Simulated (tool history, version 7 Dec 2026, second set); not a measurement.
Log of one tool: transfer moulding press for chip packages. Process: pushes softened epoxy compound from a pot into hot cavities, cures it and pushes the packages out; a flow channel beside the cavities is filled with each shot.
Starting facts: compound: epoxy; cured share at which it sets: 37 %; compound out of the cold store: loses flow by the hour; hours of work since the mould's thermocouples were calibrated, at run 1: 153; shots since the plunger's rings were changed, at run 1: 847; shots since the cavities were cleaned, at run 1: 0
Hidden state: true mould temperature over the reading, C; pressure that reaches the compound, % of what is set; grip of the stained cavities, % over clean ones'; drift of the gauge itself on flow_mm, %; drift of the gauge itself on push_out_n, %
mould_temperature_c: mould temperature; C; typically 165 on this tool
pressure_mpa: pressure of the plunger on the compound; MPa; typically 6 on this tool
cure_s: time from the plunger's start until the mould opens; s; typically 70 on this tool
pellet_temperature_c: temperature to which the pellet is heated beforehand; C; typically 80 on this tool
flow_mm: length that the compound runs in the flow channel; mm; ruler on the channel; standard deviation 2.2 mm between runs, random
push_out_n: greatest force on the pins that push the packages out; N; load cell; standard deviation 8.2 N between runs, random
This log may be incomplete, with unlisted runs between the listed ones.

| run | hour | mould_temperature_c | pressure_mpa | cure_s | pellet_temperature_c | hours of work since the mould's thermocouples were calibrated | shots since the plunger's rings were changed | shots since the cavities were cleaned | incoming compound's hours out of the cold store | flow_mm | push_out_n |
|---|---|---|---|---|---|---|---|---|---|---|---|
| 1 | 0 | 165 | 6 | 70 | 80 | 153 | 847 | 0 | 36.1 | 657 | 361 |
| 2 | 7.9 | 165 | 6 | 55 | 80 | 158 | 969 | 122 | 27.8 | 676 | 712 |
| 3 | 18.5 | 165 | 6 | 55 | 80 | 165 | 1132 | 285 | 19.3 | 693 | 811 |
| 4 | 29.5 | 165 | 6 | 70 | 80 | 173 | 1302 | 455 | 36.4 | 650 | 485 |
| 5 | 37.1 | 158 | 6 | 70 | 80 | 178 | 1419 | 572 | 16.4 | 728 | 852 |
|  | 44.3 | cavities cleaned with cleaning compound and waxed |
| 6 | 49.8 | 158 | 6 | 70 | 80 | 185 | 1591 | 84 | 27 | 694 | 662 |
| 7 | 56.9 | 158 | 6 | 70 | 80 | 190 | 1701 | 194 | 11.1 | 742 | 771 |
| 8 | 67.1 | 161 | 6 | 70 | 80 | 197 | 1858 | 351 | 24.2 | 687 | 640 |
| 9 | 77 | 161 | 6 | 70 | 80 | 204 | 2009 | 502 | 22.9 | 692 | 658 |
|  | 88.9 | cavities cleaned with cleaning compound and waxed |
| 10 | 89.4 | 161 | 6 | 70 | 80 | 211 | 2179 | 8 | 44.5 | 632 | 450 |
| 11 | 98.7 | 165 | 6 | 70 | 78 | 218 | 2322 | 151 | 37.5 | 636 | 420 |
| 12 | 108.8 | 165 | 6 | 70 | 80 | 224 | 2477 | 306 | 12.1 | 709 | 514 |
| 13 | 118.1 | 165 | 6 | 70 | 80 | 231 | 2620 | 449 | 24.6 | 667 | 513 |
| 14 | 126.1 | 165 | 6 | 76 | 80 | 236 | 2743 | 572 | 47.5 | 610 | 450 |
|  | 133.4 | cavities cleaned with cleaning compound and waxed |
| 15 | 138.2 | 168 | 6 | 70 | 80 | 243 | 2907 | 75 | 31.1 | 640 | 343 |
| 16 | 148.2 | 165 | 5.5 | 70 | 81 | 250 | 3061 | 229 | 16.5 | 656 | 464 |
| 17 | 153.5 | 165 | 6 | 58 | 77 | 254 | 3143 | 311 | 13.3 | 694 | 747 |
| 18 | 161.1 | 164 | 6 | 58 | 72 | 259 | 3259 | 427 | 9 | 709 | 902 |
|  | 164.1 | mould's thermocouples calibrated |
| 19 | 173 | 164 | 6.75 | 58 | 82 | 6 | 3413 | 581 | 27.5 | 695 | 801 |
|  | 179.6 | cavities cleaned with cleaning compound and waxed |
| 20 | 179.6 | 166 | 6 | 70 | 75 | 10 | 3491 | 0 | 41.2 | 617 | 350 |
| 21 | 189.4 | 170 | 5.05 | 51 | 74 | 16 | 3642 | 151 | 41.5 | 554 | 606 |
|  | 197.5 | mould's thermocouples calibrated, once more |
| 22 | 200.1 | 170 | 5.05 | 51 | 74 | 2 | 3775 | 284 | 31.4 | 570 | 608 |
| 23 | 210.3 | 165 | 6 | 66 | 87 | 9 | 3932 | 441 | 17.1 | 673 | 562 |
| 24 | 220.1 | 165 | 6 | 66 | 87 | 15 | 4083 | 592 | 28.7 | 639 | 543 |
|  | 226.3 | cavities cleaned with cleaning compound and waxed |
| 25 | 231.2 | 165 | 6 | 66 | 87 | 22 | 4232 | 76 | 11.4 | 682 | 457 |
|  | 235.6 | plunger's sealing rings changed |
| 26 | 244.2 | 165 | 6 | 54 | 73 | 29 | 132 | 236 | 32.7 | 669 | 770 |
| 27 | 251 | 165 | 4.92 | 92 | 80 | 34 | 238 | 342 | 13.2 | 655 | 368 |
| 28 | 257.6 | 167 | 4.92 | 87 | 87 | 38 | 340 | 444 | 40.2 | 578 | 374 |

What if the next run were any one of these 5? Each begins from the tool's condition after run 28:
| A | 268.5 | 167 | 4.92 | 55 | 87 | 45 | 508 | 612 | 13.9 | ? | ? |
| B | 268.5 | 167 | 5.09 | 94 | 71 | 45 | 508 | 612 | 8.3 | ? | ? |
| C | 268.5 | 170 | 5.65 | 70 | 80 | 45 | 508 | 612 | 41.1 | ? | ? |
| D | 268.5 | 164 | 6.88 | 70 | 85 | 45 | 508 | 612 | 47.7 | ? | ? |
| E | 268.5 | 165 | 6 | 54 | 80 | 45 | 508 | 612 | 19.4 | ? | ? |

| run | flow_mm | push_out_n |
|---|---|---|
| A | 648 | 731 |
| B | 670 | 391 |
| C | 614 | 406 |
| D | 669 | 501 |
| E | 704 | 904 |
With no hidden state in the tool, these same runs would have given:
| run | flow_mm | push_out_n |
|---|---|---|
| A | 653 | 507 |
| B | 676 | 269 |
| C | 619 | 281 |
| D | 675 | 346 |
| E | 710 | 629 |
